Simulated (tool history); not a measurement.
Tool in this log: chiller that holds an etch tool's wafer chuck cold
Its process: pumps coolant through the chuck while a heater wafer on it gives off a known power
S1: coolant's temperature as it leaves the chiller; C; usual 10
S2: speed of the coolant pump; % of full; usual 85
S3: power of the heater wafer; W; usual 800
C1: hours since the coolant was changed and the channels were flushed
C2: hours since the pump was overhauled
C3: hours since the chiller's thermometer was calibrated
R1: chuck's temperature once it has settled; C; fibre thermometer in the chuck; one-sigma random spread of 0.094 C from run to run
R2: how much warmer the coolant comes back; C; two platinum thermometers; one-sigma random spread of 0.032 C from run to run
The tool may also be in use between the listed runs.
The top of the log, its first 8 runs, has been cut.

Run 9, hour 364.8: usual settings; C1 5172; C2 1684; C3 365. Result: R1 16.23 C, R2 3.39 C.
Run 10, hour 409.4: usual settings; C1 5217; C2 1728; C3 409. Result: R1 16.35 C, R2 3.36 C.
Run 11, hour 451: usual settings; C1 5258; C2 1770; C3 451. Result: R1 16.11 C, R2 3.41 C.
Run 12, hour 486.4: usual settings; C1 5294; C2 1805; C3 486. Result: R1 16.17 C, R2 3.36 C.
Run 13, hour 517.4: usual settings but S2 98 % of full; C1 5325; C2 1836; C3 517. Result: R1 15.55 C, R2 2.99 C.
Run 14, hour 578.6: usual settings; C1 5386; C2 1897; C3 579. Result: R1 16.28 C, R2 3.32 C.
Run 15, hour 633.3: usual settings; C1 5441; C2 1952; C3 633. Result: R1 16.1 C, R2 3.4 C.
Run 16, hour 697: usual settings; C1 5504; C2 2016; C3 697. Result: R1 16.12 C, R2 3.44 C.
Run 17, hour 740.1: usual settings but S1 18 C, S3 633 W; C1 5547; C2 2059; C3 740. Result: R1 22.77 C, R2 2.63 C.
Run 18, hour 792.9: usual settings but S1 18 C, S2 76 % of full, S3 976 W; C1 5600; C2 2112; C3 793. Result: R1 26.26 C, R2 4.63 C.
Run 19, hour 864.6: usual settings but S1 19 C, S3 926 W; C1 5672; C2 2183; C3 865. Result: R1 26.08 C, R2 3.89 C.
Run 20, hour 894.7: usual settings but S1 15 C, S2 61 % of full; C1 5702; C2 2214; C3 895. Result: R1 23.07 C, R2 4.67 C.
Run 21, hour 938.2: usual settings but S1 9 C; C1 5746; C2 2257; C3 938. Result: R1 15.21 C, R2 3.34 C.
Run 22, hour 1005.1: usual settings but S1 13 C, S2 82 % of full; C1 5812; C2 2324; C3 1005. Result: R1 19.52 C, R2 3.49 C.
Run 23, hour 1043.7: usual settings but S1 17 C, S2 65 % of full, S3 802 W; C1 5851; C2 2363; C3 1044. Result: R1 24.72 C, R2 4.41 C.
Run 24, hour 1111.8: usual settings but S3 554 W; C1 5919; C2 2431; C3 1112. Result: R1 14.37 C, R2 2.28 C.
Run 25, hour 1159.7: usual settings but S3 554 W; C1 5967; C2 2479; C3 1160. Result: R1 14.22 C, R2 2.37 C.
Run 26, hour 1193.1: usual settings but S1 4 C, S2 88 % of full, S3 867 W; C1 6000; C2 2512; C3 1193. Result: R1 10.58 C, R2 3.52 C.
Run 27, hour 1233.8: usual settings but S1 4 C, S2 88 % of full, S3 867 W; C1 6041; C2 2553; C3 1234. Result: R1 10.76 C, R2 3.52 C.
Run 28, hour 1271.3: usual settings but S1 11 C, S2 77 % of full, S3 554 W; C1 6079; C2 2590; C3 1271. Result: R1 15.6 C, R2 2.53 C.
Run 29, hour 1309.8: usual settings but S1 1 C, S2 70 % of full, S3 713 W; C1 6117; C2 2629; C3 1310. Result: R1 7.35 C, R2 3.62 C.
Run 30, hour 1376.5: usual settings but S1 14 C, S2 70 % of full, S3 713 W; C1 6184; C2 2695; C3 1377. Result: R1 20.52 C, R2 3.63 C.
Run 31, hour 1427.6: usual settings but S1 19 C, S2 84 % of full, S3 454 W; C1 6235; C2 2746; C3 1428. Result: R1 22.47 C, R2 1.98 C.

Forecast each of these 4 alternatives for the next run:
Run A, hour 1493.7: usual settings but S2 82 % of full, S3 929 W; C1 6301; C2 2813; C3 1494. Result: R1 ?, R2 ?.
Run B, hour 1493.7: usual settings but S1 19 C, S2 72 % of full, S3 823 W; C1 6301; C2 2813; C3 1494. Result: R1 ?, R2 ?.
Run C, hour 1493.7: usual settings but S1 6 C, S3 892 W; C1 6301; C2 2813; C3 1494. Result: R1 ?, R2 ?.
Run D, hour 1493.7: usual settings but S1 19 C, S2 60 % of full, S3 454 W; C1 6301; C2 2813; C3 1494. Result: R1 ?, R2 ?.

run     R1    R2
  A  17.51  4.04
  B  26.26  4.05
  C  12.85  3.76
  D   23.5  2.71
With the hidden condition removed and each run's random variation left untouched, the same runs would have given:
run     R1    R2
  A   17.5  4.03
  B  26.26  4.05
  C  12.84  3.76
  D  23.49   2.7
